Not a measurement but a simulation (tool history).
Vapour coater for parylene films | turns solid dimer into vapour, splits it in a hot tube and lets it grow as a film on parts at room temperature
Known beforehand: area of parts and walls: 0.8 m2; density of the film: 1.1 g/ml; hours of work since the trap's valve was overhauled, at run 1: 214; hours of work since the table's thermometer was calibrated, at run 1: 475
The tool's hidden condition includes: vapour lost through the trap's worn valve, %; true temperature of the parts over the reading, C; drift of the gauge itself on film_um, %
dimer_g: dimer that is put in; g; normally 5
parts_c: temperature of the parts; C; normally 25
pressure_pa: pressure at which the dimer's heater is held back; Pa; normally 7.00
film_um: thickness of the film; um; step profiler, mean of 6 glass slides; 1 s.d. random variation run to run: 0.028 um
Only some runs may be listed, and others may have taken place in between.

run,day,dimer_g,parts_c,pressure_pa,hours of work since the trap's valve was overhauled,hours of work since the table's thermometer was calibrated,film_um
1,0.000,5,25,7.00,214,475,2.44
2,1.546,5,25,7.00,235,496,2.53
3,4.596,5,25,7.00,275,536,2.48
4,6.867,5,25,7.00,304,565,2.47
5,9.704,5,32,7.00,342,603,1.90
6,11.708,5,32,7.00,368,629,1.90
7,14.479,5,32,7.00,404,665,1.91
8,17.046,5,32,7.00,438,699,1.91
9,19.546,5,18,7.00,471,732,3.23
10,22.542,5,18,7.00,510,771,3.17
11,25.167,5,18,7.00,545,806,3.22
# day 26.862: trap's valve overhauled
12,28.071,5,18,7.00,16,841,3.24
13,29.521,5,25,7.00,35,860,2.46
14,30.838,2,25,7.00,52,878,1.01
15,32.604,5,25,7.00,75,901,2.42
# day 33.300: table's thermometer calibrated
16,35.679,5,25,7.00,115,31,2.51
17,37.321,5,25,7.00,137,53,2.53
18,40.425,4,21,3.12,177,93,2.80
19,42.967,4,21,3.12,211,127,2.83
20,45.500,8,18,7.94,244,160,5.01
21,47.875,8,18,7.94,275,191,5.00
22,50.025,5,23,10.50,303,219,2.46
23,53.033,5,23,10.50,343,259,2.42
24,55.875,9,35,5.96,380,296,3.20
25,58.288,3,28,7.00,412,328,1.35
26,59.992,5,28,7.00,434,350,2.19
27,62.600,4,28,7.00,468,384,1.78
28,65.658,3,37,9.00,508,424,0.91
29,67.088,4,36,3.39,527,443,1.57
30,68.854,4,17,7.00,550,466,2.73
# day 70.029: trap's valve overhauled
31,71.667,8,30,7.00,21,501,3.27
32,73.425,2,28,10.27,45,524,0.84
33,74.683,5,27,7.00,61,541,2.36

For each entry between runs, how does the tool's hidden state at the last listed run before it compare with that at the first listed run after it?
After run 11, before run 12: trap's valve overhauled (day 26.862)
  vapour lost through the trap's worn valve, %: 0.7 -> 0
  measured result minus the result with no hidden state, film_um: -0.03 -> -0.02 um
After run 15, before run 16: table's thermometer calibrated (day 33.300)
  vapour lost through the trap's worn valve, %: 0.1 -> 0.2; true temperature of the parts over the reading, C: 0.09 -> 0.01
  measured result minus the result with no hidden state, film_um: -0.02 -> +0.00 um
After run 30, before run 31: trap's valve overhauled (day 70.029)
  vapour lost through the trap's worn valve, %: 0.7 -> 0.1
  measured result minus the result with no hidden state, film_um: -0.03 -> -0.01 um

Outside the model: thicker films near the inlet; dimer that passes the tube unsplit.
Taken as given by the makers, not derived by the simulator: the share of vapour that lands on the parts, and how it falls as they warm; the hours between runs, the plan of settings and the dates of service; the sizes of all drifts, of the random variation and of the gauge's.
